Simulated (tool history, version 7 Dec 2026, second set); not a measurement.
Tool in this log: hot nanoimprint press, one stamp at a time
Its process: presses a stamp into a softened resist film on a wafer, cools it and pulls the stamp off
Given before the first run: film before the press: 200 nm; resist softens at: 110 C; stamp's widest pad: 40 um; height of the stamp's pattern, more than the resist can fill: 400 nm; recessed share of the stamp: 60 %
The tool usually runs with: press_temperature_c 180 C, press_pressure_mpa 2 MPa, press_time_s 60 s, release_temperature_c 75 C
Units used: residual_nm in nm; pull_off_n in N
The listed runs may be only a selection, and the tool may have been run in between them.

run     day  press_temperature_c  press_pressure_mpa  press_time_s  release_temperature_c  residual_nm  pull_off_n
  1       0                  180                   2            60                     75        100.4          95
  2   0.967                  180                   2            60                     75        100.6          95
  3   2.058                  180                   2            60                     75        100.4          95
  4   3.321                  180                   2            60                     75        100.7          95
  5   4.321                  180                   2            60                     75        100.8          98
  6   5.162                  180                   2            60                     75        100.9          97
  7   6.183                  180                   2            44                     75        111.6          93
  8   7.133                  180                   2            44                     75        111.8          93
  9   7.938                  180                2.06            44                     75        110.1          95
 10   9.283                  180                2.06            44                     75        110.4          96
 11  10.121                  169                2.27            91                     72          112         101
 12  11.433                  169                2.27            67                     68        122.9         106
 13  12.183                  190                2.27            67                     68         71.3         104
 14  13.062                  187                2.18            67                     68         78.6         104
 15  14.104                  187                2.18            67                     68         78.6         107
     15.021  -- stamp cleaned and given a new release coat
 16  15.104                  174                1.91           117                     72         97.5         102
     16.075  -- plate thermocouple calibrated
 17  16.483                  173                1.29            60                     80        143.6          92

Consider 5 possible next runs. They are alternatives, not a sequence: every one starts from the tool as it was left by run 17. What does each give?
  A  17.788                  173                1.38            43                     80            ?           ?
  B  17.788                  190                1.29            60                     80            ?           ?
  C  17.788                  180                   2            60                     77            ?           ?
  D  17.788                  187                1.88            57                     80            ?           ?
  E  17.788                  173                1.29           118                     80            ?           ?

run  residual_nm  pull_off_n
  A        151.3          89
  B        100.1          87
  C        102.1          95
  D         90.2          87
  E        120.5          90
The same runs, with their run-to-run variation unchanged, on a tool lacking any hidden condition would have given:
run  residual_nm  pull_off_n
  A        148.9          89
  B         98.5          87
  C        100.5          95
  D         88.8          87
  E        118.6          90
